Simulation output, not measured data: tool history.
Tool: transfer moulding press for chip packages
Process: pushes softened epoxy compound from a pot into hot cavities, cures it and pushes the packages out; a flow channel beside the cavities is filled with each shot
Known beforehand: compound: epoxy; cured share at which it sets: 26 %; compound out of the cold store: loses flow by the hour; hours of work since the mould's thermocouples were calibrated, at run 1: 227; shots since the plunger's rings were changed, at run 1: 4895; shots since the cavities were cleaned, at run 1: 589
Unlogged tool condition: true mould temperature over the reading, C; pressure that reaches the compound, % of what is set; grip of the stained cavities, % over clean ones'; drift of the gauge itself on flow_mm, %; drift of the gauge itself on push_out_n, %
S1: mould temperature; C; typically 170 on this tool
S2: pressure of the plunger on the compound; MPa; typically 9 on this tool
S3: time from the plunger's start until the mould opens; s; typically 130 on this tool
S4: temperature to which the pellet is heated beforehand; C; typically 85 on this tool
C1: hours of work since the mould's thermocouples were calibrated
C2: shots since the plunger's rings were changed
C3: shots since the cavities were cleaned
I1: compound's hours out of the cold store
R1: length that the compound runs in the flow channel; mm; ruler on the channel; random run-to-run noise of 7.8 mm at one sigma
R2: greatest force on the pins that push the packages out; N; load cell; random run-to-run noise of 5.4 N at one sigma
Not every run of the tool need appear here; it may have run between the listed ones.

run	hour	S1	S2	S3	S4	C1	C2	C3	I1	R1	R2
1	0	170	9	130	85	227	4895	589	24.5	947	184
# hour 17.3: cavities cleaned with cleaning compound and waxed
2	36	170	9	130	85	248	5209	170	44.9	833	193
3	66.7	168	9	130	85	268	5488	449	47.3	833	189
4	90.6	168	9	130	85	283	5705	666	32.6	905	200
# hour 101.1: cavities cleaned with cleaning compound and waxed
5	130.4	170	9	130	85	307	6054	267	17.8	996	187
6	160.1	170	9	130	85	326	6324	537	12.6	1038	190
# hour 182: cavities cleaned with cleaning compound and waxed
# hour 204.1: plunger's sealing rings changed
7	214.4	170	9	130	85	357	93	271	32.3	917	187
8	250.2	170	9	130	85	380	420	598	34.2	887	190
# hour 265.8: cavities cleaned with cleaning compound and waxed
9	279.2	170	9	130	94	397	669	121	46.6	827	183
10	329	170	9	130	94	429	1122	574	30.8	903	188
# hour 349.1: cavities cleaned with cleaning compound and waxed
11	361.3	170	9	130	85	448	1402	111	35.7	885	187
12	391.4	170	9	130	85	467	1676	385	36.1	889	189
13	421.4	170	9	130	85	486	1949	658	23.5	963	187
# hour 431.3: cavities cleaned with cleaning compound and waxed
14	477	170	9.99	130	85	520	2441	416	18.2	1043	181
# hour 512.7: cavities cleaned with cleaning compound and waxed
15	520.7	170	9.99	130	85	547	2825	73	30.4	947	188
# hour 571.9: mould's thermocouples calibrated
16	573.5	170	9.99	130	85	1	3287	535	28.2	983	188
# hour 597.8: cavities cleaned with cleaning compound and waxed
17	614.3	174	7.42	130	85	26	3644	149	10.7	941	191
18	661.5	174	7.42	130	85	56	4074	579	23.7	842	180
# hour 679.8: cavities cleaned with cleaning compound and waxed
19	708.9	175	6.9	130	85	84	4492	265	21.4	826	190
20	744.9	170	9	129	83	107	4819	592	19	986	192
# hour 764.8: cavities cleaned with cleaning compound and waxed
21	785.5	171	9	160	85	132	5174	188	26.8	929	181
22	833	167	8.22	130	85	162	5607	621	37.4	846	203
# hour 847.2: cavities cleaned with cleaning compound and waxed
23	867.5	170	9	130	95	183	5907	185	43.4	840	185
24	896.1	173	7.86	121	80	201	6167	445	39.9	785	174
# hour 928.4: cavities cleaned with cleaning compound and waxed
25	933.7	170	8.93	141	85	223	6496	49	41	845	175
# hour 957.3: plunger's sealing rings changed
26	977.8	174	10.71	130	85	250	186	427	16.3	1095	180
# hour 1013: cavities cleaned with cleaning compound and waxed
27	1033.8	170	9	163	85	284	682	190	17.1	982	177
28	1082.9	170	9.75	163	85	315	1128	636	17	1036	185
# hour 1093.8: cavities cleaned with cleaning compound and waxed
29	1125.4	170	9.75	163	85	341	1501	287	41	892	171

Here are 3 independent what-if runs from the current tool condition. What would each one return?
A	1171.4	176	9.75	163	85	370	1919	705	8.7	?	?
B	1171.4	170	9.75	117	76	370	1919	705	34.3	?	?
C	1171.4	170	9	130	79	370	1919	705	15.8	?	?

run	R1	R2
A	1068	183
B	934	194
C	995	194
Take away the tool's hidden state, keep each run's random variation, and the runs would have read:
run	R1	R2
A	1071	179
B	936	191
C	997	191
